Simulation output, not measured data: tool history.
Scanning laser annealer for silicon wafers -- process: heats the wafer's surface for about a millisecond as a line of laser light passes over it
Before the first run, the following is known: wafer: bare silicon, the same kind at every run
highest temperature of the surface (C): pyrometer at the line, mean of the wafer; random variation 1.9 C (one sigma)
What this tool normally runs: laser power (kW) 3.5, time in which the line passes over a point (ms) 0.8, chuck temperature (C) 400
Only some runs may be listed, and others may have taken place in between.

run,day,laser power (kW),time in which the line passes over a point (ms),chuck temperature (C),highest temperature of the surface (C)
1,0,3.5,0.8,400,1136
2,1.038,3.056,0.8,400,1014
3,1.858,3.407,0.8,400,1109
4,2.596,3.407,0.8,400,1109
5,3.162,3.407,0.8,400,1109
6,3.875,3.407,0.812,400,1112
7,4.571,3.407,0.812,400,1108
8,5.021,3.407,0.812,400,1113
9,5.55,3.5,0.8,381,1111
10,6.638,3.5,0.8,400,1131
11,7.612,3.5,0.8,400,1127
12,8.238,3.5,0.8,400,1124
13,9.025,3.5,0.718,400,1090
14,9.629,3.5,0.8,367,1091
15,10.329,3.5,0.8,367,1090
16,11.254,3.5,0.8,367,1090
17,11.858,3.5,0.8,362,1085
18,12.921,3.5,0.828,400,1134
19,13.6,3.5,0.8,400,1120
20,14.567,3.5,0.8,400,1119
21,15.017,3.654,0.721,436,1163
22,15.671,3.654,0.721,436,1162
23,16.238,3.654,0.721,436,1159
24,17.304,3.654,0.721,436,1161
25,18.067,3.353,0.578,413,999
26,18.854,3.353,0.578,413,987
27,19.571,3.454,0.8,399,1087
28,20.704,3.291,0.611,432,1062
29,21.333,3.5,0.637,380,1073
30,22.25,3.74,0.8,433,1274
31,23.342,3.74,0.8,433,1272
32,24.279,3.322,0.876,407,1146
33,24.871,3.5,0.8,383,1146
34,25.762,3.085,0.7,414,1021
35,26.542,3.085,0.7,414,1019
36,27.538,3.637,0.706,407,1164
37,28.388,3.826,0.706,377,1188
38,29.108,3.421,0.869,400,1160
39,30.225,3.421,0.869,400,1158
40,31.138,3.118,0.782,361,1001

The log once held 2 entries between its listed runs, left out of this copy. Where does each go, and what is different about the tool's unlogged condition between the listed run before it and the listed run after it?
In the gap between runs 25 and 26: window over the wafer cleaned (day 18.433)
  light that passes the window, % of a clean one's: 94.39 -> 93.15; width of the line over the set one, %: 1.55 -> 1.58
  measured result minus the result with no hidden state, highest temperature of the surface (C): -55 -> -66
In the gap between runs 27 and 28: window over the wafer cleaned, once more (day 20.133)
  light that passes the window, % of a clean one's: 93.06 -> 99.82; laser's true power over the reading, %: 0.1 -> 0.11; width of the line over the set one, %: 1.61 -> 1.64
  measured result minus the result with no hidden state, highest temperature of the surface (C): -80 -> -10

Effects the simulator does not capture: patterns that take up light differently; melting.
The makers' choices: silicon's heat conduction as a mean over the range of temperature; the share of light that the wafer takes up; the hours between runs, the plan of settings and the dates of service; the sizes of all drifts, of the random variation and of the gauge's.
